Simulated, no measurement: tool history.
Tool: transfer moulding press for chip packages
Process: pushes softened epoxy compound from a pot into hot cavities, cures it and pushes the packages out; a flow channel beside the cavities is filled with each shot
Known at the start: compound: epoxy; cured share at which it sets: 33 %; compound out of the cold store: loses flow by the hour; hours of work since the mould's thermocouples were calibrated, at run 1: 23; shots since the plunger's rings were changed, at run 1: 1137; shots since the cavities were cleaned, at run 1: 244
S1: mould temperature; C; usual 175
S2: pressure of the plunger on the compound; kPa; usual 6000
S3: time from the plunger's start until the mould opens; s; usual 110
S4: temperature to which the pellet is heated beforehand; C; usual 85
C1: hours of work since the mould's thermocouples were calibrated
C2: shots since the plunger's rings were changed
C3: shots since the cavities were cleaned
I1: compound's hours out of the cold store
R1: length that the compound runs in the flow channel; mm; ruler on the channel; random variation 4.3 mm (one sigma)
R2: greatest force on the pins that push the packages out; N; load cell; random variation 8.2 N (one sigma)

{"run": 1, "hour": 0.0, "S1": 175, "S2": 6000, "S3": 110, "S4": 85, "C1": 23, "C2": 1137, "C3": 244, "I1": 45.1, "R1": 627, "R2": 479}
{"run": 2, "hour": 15.2, "S1": 175, "S2": 6000, "S3": 110, "S4": 85, "C1": 34, "C2": 1307, "C3": 414, "I1": 24.3, "R1": 654, "R2": 547}
{"hour": 27.5, "done": "cavities cleaned with cleaning compound and waxed"}
{"run": 3, "hour": 40.6, "S1": 175, "S2": 6000, "S3": 110, "S4": 85, "C1": 51, "C2": 1575, "C3": 147, "I1": 40.8, "R1": 630, "R2": 445}
{"run": 4, "hour": 55.0, "S1": 175, "S2": 6000, "S3": 110, "S4": 85, "C1": 61, "C2": 1735, "C3": 307, "I1": 44.5, "R1": 620, "R2": 471}
{"run": 5, "hour": 67.4, "S1": 178, "S2": 6000, "S3": 110, "S4": 85, "C1": 69, "C2": 1873, "C3": 445, "I1": 29.6, "R1": 636, "R2": 493}
{"hour": 77.3, "done": "cavities cleaned with cleaning compound and waxed"}
{"run": 6, "hour": 82.1, "S1": 178, "S2": 6000, "S3": 110, "S4": 85, "C1": 78, "C2": 2021, "C3": 54, "I1": 30.1, "R1": 636, "R2": 365}
{"run": 7, "hour": 104.0, "S1": 177, "S2": 6000, "S3": 110, "S4": 85, "C1": 94, "C2": 2265, "C3": 298, "I1": 46.1, "R1": 606, "R2": 478}
{"run": 8, "hour": 120.6, "S1": 177, "S2": 6000, "S3": 110, "S4": 85, "C1": 105, "C2": 2452, "C3": 485, "I1": 16.5, "R1": 648, "R2": 537}
{"hour": 126.6, "done": "cavities cleaned with cleaning compound and waxed"}
{"run": 9, "hour": 143.9, "S1": 177, "S2": 6000, "S3": 110, "S4": 85, "C1": 120, "C2": 2694, "C3": 193, "I1": 22.3, "R1": 635, "R2": 422}
{"run": 10, "hour": 166.6, "S1": 177, "S2": 6000, "S3": 110, "S4": 85, "C1": 136, "C2": 2948, "C3": 447, "I1": 34.9, "R1": 613, "R2": 525}
{"hour": 177.2, "done": "plunger's sealing rings changed"}
{"hour": 178.7, "done": "cavities cleaned with cleaning compound and waxed"}
{"run": 11, "hour": 193.2, "S1": 177, "S2": 6000, "S3": 110, "S4": 85, "C1": 152, "C2": 162, "C3": 162, "I1": 47.6, "R1": 625, "R2": 413}
{"run": 12, "hour": 216.1, "S1": 177, "S2": 6000, "S3": 110, "S4": 85, "C1": 168, "C2": 417, "C3": 417, "I1": 40.0, "R1": 638, "R2": 513}
{"hour": 227.7, "done": "cavities cleaned with cleaning compound and waxed"}
{"run": 13, "hour": 234.8, "S1": 177, "S2": 6000, "S3": 110, "S4": 85, "C1": 180, "C2": 610, "C3": 79, "I1": 28.4, "R1": 648, "R2": 392}
{"run": 14, "hour": 249.8, "S1": 175, "S2": 6000, "S3": 110, "S4": 85, "C1": 190, "C2": 777, "C3": 246, "I1": 25.6, "R1": 659, "R2": 499}
{"run": 15, "hour": 271.9, "S1": 175, "S2": 6000, "S3": 96, "S4": 85, "C1": 205, "C2": 1024, "C3": 493, "I1": 31.5, "R1": 658, "R2": 653}
{"hour": 277.5, "done": "cavities cleaned with cleaning compound and waxed"}
{"run": 16, "hour": 296.9, "S1": 180, "S2": 6000, "S3": 96, "S4": 85, "C1": 222, "C2": 1287, "C3": 216, "I1": 35.6, "R1": 624, "R2": 479}
{"run": 17, "hour": 312.1, "S1": 180, "S2": 6000, "S3": 96, "S4": 85, "C1": 232, "C2": 1456, "C3": 385, "I1": 13.2, "R1": 655, "R2": 523}
{"hour": 327.4, "done": "cavities cleaned with cleaning compound and waxed"}
{"run": 18, "hour": 335.9, "S1": 173, "S2": 6000, "S3": 104, "S4": 85, "C1": 248, "C2": 1705, "C3": 94, "I1": 28.9, "R1": 650, "R2": 471}
{"run": 19, "hour": 351.7, "S1": 182, "S2": 5420, "S3": 120, "S4": 84, "C1": 259, "C2": 1883, "C3": 272, "I1": 36.9, "R1": 582, "R2": 446}
{"hour": 355.0, "done": "mould's thermocouples calibrated"}
{"run": 20, "hour": 371.6, "S1": 171, "S2": 5420, "S3": 118, "S4": 93, "C1": 12, "C2": 2082, "C3": 471, "I1": 42.1, "R1": 603, "R2": 571}
{"hour": 378.6, "done": "cavities cleaned with cleaning compound and waxed"}
{"run": 21, "hour": 391.7, "S1": 171, "S2": 5420, "S3": 146, "S4": 90, "C1": 24, "C2": 2290, "C3": 146, "I1": 15.0, "R1": 638, "R2": 414}
{"run": 22, "hour": 411.6, "S1": 181, "S2": 6660, "S3": 99, "S4": 85, "C1": 38, "C2": 2513, "C3": 369, "I1": 27.4, "R1": 652, "R2": 472}
{"hour": 428.6, "done": "cavities cleaned with cleaning compound and waxed"}
{"run": 23, "hour": 429.0, "S1": 181, "S2": 6660, "S3": 99, "S4": 85, "C1": 49, "C2": 2690, "C3": 4, "I1": 30.7, "R1": 654, "R2": 340}
{"run": 24, "hour": 449.8, "S1": 181, "S2": 6660, "S3": 120, "S4": 85, "C1": 64, "C2": 2922, "C3": 236, "I1": 44.0, "R1": 624, "R2": 420}
{"hour": 462.2, "done": "plunger's sealing rings changed"}
{"run": 25, "hour": 468.8, "S1": 181, "S2": 6660, "S3": 120, "S4": 85, "C1": 75, "C2": 74, "C3": 421, "I1": 46.7, "R1": 660, "R2": 468}
{"hour": 480.8, "done": "cavities cleaned with cleaning compound and waxed"}
{"run": 26, "hour": 485.9, "S1": 181, "S2": 6660, "S3": 120, "S4": 85, "C1": 86, "C2": 248, "C3": 57, "I1": 23.9, "R1": 693, "R2": 360}
{"hour": 495.4, "done": "mould's thermocouples calibrated, once more"}
{"run": 27, "hour": 505.8, "S1": 181, "S2": 6660, "S3": 120, "S4": 85, "C1": 7, "C2": 448, "C3": 257, "I1": 34.2, "R1": 674, "R2": 433}

Forecast each of these 5 alternatives for the next run:
{"run": "A", "hour": 516.4, "S1": 178, "S2": 5420, "S3": 110, "S4": 88, "C1": 15, "C2": 566, "C3": 375, "I1": 29.2, "R1": "?", "R2": "?"}
{"run": "B", "hour": 516.4, "S1": 175, "S2": 5910, "S3": 110, "S4": 85, "C1": 15, "C2": 566, "C3": 375, "I1": 9.9, "R1": "?", "R2": "?"}
{"run": "C", "hour": 516.4, "S1": 181, "S2": 6660, "S3": 115, "S4": 85, "C1": 15, "C2": 566, "C3": 375, "I1": 31.4, "R1": "?", "R2": "?"}
{"run": "D", "hour": 516.4, "S1": 168, "S2": 5050, "S3": 116, "S4": 85, "C1": 15, "C2": 566, "C3": 375, "I1": 31.6, "R1": "?", "R2": "?"}
{"run": "E", "hour": 516.4, "S1": 181, "S2": 6660, "S3": 120, "S4": 83, "C1": 15, "C2": 566, "C3": 375, "I1": 17.3, "R1": "?", "R2": "?"}

run=A R1=616 R2=496
run=B R1=685 R2=522
run=C R1=685 R2=466
run=D R1=632 R2=645
run=E R1=699 R2=488
Without the tool's hidden state the same runs would have given:
run=A R1=622 R2=338
run=B R1=692 R2=355
run=C R1=692 R2=320
run=D R1=638 R2=436
run=E R1=706 R2=334

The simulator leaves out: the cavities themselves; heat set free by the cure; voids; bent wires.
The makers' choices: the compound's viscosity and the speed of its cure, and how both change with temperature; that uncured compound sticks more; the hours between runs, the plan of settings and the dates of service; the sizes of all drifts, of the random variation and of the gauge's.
